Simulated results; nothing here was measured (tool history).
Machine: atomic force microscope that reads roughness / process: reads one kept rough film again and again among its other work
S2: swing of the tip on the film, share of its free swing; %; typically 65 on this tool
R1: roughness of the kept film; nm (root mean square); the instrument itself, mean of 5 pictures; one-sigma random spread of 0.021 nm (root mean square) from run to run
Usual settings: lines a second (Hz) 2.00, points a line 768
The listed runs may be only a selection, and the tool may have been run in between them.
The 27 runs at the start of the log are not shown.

Run 28, day 33.733: usual settings but lines a second (Hz) 3.03, S2 68 %, points a line 804. Result: R1 4.597 nm (root mean square).
Run 29, day 34.629: usual settings but points a line 522. Result: R1 4.638 nm (root mean square).
At day 35.529: new tip fitted.
Run 30, day 35.529: usual settings but lines a second (Hz) 1.31, S2 80 %, points a line 522. Result: R1 4.920 nm (root mean square).
Run 31, day 36.658: usual settings but lines a second (Hz) 1.31, S2 80 %, points a line 427. Result: R1 4.829 nm (root mean square).
Run 32, day 37.662: usual settings but lines a second (Hz) 2.49, S2 80 %, points a line 356. Result: R1 4.498 nm (root mean square).
Run 33, day 39.175: usual settings but lines a second (Hz) 2.49, S2 80 %, points a line 356. Result: R1 4.388 nm (root mean square).
At day 40.162: new tip fitted.
Run 34, day 40.808: usual settings but lines a second (Hz) 2.49, S2 80 %, points a line 356. Result: R1 4.601 nm (root mean square).
Run 35, day 41.538: usual settings but S2 74 %, points a line 556. Result: R1 4.790 nm (root mean square).

What if the next run were any one of these 4? Each begins from the tool's condition after run 35:
Run A, day 42.788: usual settings but lines a second (Hz) 1.11, points a line 492. Result: R1 ?.
Run B, day 42.788: usual settings but S2 68 %. Result: R1 ?.
Run C, day 42.788: usual settings but lines a second (Hz) 1.61, S2 75 %, points a line 338. Result: R1 ?.
Run D, day 42.788: usual settings but lines a second (Hz) 0.76, S2 83 %, points a line 779. Result: R1 ?.

run     R1
  A  4.876
  B  4.793
  C  4.686
  D  4.802
Without the tool's hidden state the same runs would have given:
run     R1
  A  5.147
  B  5.060
  C  4.947
  D  5.070
